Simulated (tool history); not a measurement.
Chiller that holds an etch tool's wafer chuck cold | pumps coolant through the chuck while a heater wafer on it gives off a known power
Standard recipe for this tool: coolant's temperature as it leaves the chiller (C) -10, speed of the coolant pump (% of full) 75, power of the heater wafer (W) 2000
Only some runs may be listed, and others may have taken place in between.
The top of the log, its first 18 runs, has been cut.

run	hour	coolant's temperature as it leaves the chiller (C)	speed of the coolant pump (% of full)	power of the heater wafer (W)	chuck's temperature once it has settled (C)	how much warmer the coolant comes back (C)
19	2242.4	-10	75	2045	6	5.97
20	2388.8	-10	75	2045	6	5.97
21	2487.7	-10	75	2045	6	5.98
22	2596.5	-12	61	2234	8.5	7.96
23	2767.7	-2	92	2000	11.2	4.84
24	2859.6	-2	66	2000	15.4	6.62
25	2952	-5	88	2229	10.3	5.62
26	3103.7	-4	75	2854	18.3	8.33
27	3264.4	-4	75	2854	18.3	8.27
28	3428.1	-4	75	2854	18.3	8.3
29	3524.3	-6	77	1092	2.3	3.27
30	3612.5	-4	72	1727	9.9	5.35
# hour 3645.3: coolant changed, channels flushed
31	3774.4	-4	72	1727	9.9	5.39

Branching from run 31: 3 alternative next runs. What would each branch give?
A	3907.7	-11	76	1122	?	?
B	3907.7	-8	62	1744	?	?
C	3907.7	-4	72	1814	?	?

run	chuck's temperature once it has settled (C)	how much warmer the coolant comes back (C)
A	-2.3	3.4
B	8.1	6.26
C	10.5	5.7
What these runs would have given with no unlogged condition in the tool:
run	chuck's temperature once it has settled (C)	how much warmer the coolant comes back (C)
A	-2.3	3.07
B	8.1	5.93
C	10.5	5.37
